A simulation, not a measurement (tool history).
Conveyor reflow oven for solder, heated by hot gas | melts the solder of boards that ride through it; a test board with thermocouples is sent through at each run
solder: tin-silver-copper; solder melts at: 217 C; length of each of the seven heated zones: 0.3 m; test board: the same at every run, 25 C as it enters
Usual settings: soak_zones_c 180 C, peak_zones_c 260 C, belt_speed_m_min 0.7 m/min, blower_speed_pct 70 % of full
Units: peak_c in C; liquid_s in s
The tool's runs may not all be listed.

Run 1, day 0: usual settings. Result: peak_c 247.1 C, liquid_s 37.8 s.
Run 2, day 0.304: usual settings. Result: peak_c 247 C, liquid_s 37.9 s.
Run 3, day 0.533: usual settings. Result: peak_c 247 C, liquid_s 37.7 s.
Run 4, day 0.767: usual settings but belt_speed_m_min 0.832 m/min. Result: peak_c 242 C, liquid_s 28 s.
Run 5, day 1.196: usual settings but belt_speed_m_min 0.832 m/min. Result: peak_c 242.2 C, liquid_s 28.1 s.
Run 6, day 1.483: usual settings but belt_speed_m_min 0.832 m/min. Result: peak_c 241.5 C, liquid_s 28 s.
Run 7, day 1.821: usual settings but peak_zones_c 270 C, belt_speed_m_min 0.832 m/min, blower_speed_pct 59 % of full. Result: peak_c 247.3 C, liquid_s 30 s.
Run 8, day 2.125: usual settings but peak_zones_c 256 C. Result: peak_c 243.6 C, liquid_s 35.4 s.
Run 9, day 2.592: usual settings but soak_zones_c 187 C, blower_speed_pct 52 % of full. Result: peak_c 244.6 C, liquid_s 37.3 s.
Run 10, day 3.046: usual settings but soak_zones_c 187 C, blower_speed_pct 52 % of full. Result: peak_c 244.3 C, liquid_s 37.5 s.
Run 11, day 3.362: usual settings but soak_zones_c 187 C, blower_speed_pct 52 % of full. Result: peak_c 244.8 C, liquid_s 36.9 s.
Run 12, day 3.608: usual settings but soak_zones_c 182 C, peak_zones_c 275 C, belt_speed_m_min 0.786 m/min, blower_speed_pct 56 % of full. Result: peak_c 252.7 C, liquid_s 35.5 s.

Forecast each of these 4 alternatives for the next run:
Run A, day 4.038: usual settings but soak_zones_c 182 C, peak_zones_c 275 C, belt_speed_m_min 0.637 m/min, blower_speed_pct 56 % of full. Result: peak_c ?, liquid_s ?.
Run B, day 4.038: usual settings but soak_zones_c 191 C, peak_zones_c 273 C, belt_speed_m_min 0.786 m/min, blower_speed_pct 56 % of full. Result: peak_c ?, liquid_s ?.
Run C, day 4.038: usual settings but peak_zones_c 265 C, belt_speed_m_min 0.782 m/min. Result: peak_c ?, liquid_s ?.
Run D, day 4.038: usual settings but soak_zones_c 175 C, belt_speed_m_min 0.706 m/min, blower_speed_pct 51 % of full. Result: peak_c ?, liquid_s ?.

run  peak_c  liquid_s
  A   260.2      48.6
  B   253.6      38.1
  C   248.3      33.8
  D   241.2      31.3
Without the tool's hidden state the same runs would have given:
run  peak_c  liquid_s
  A   260.2      48.6
  B   253.6      38.1
  C   248.3      33.8
  D   241.2      31.3
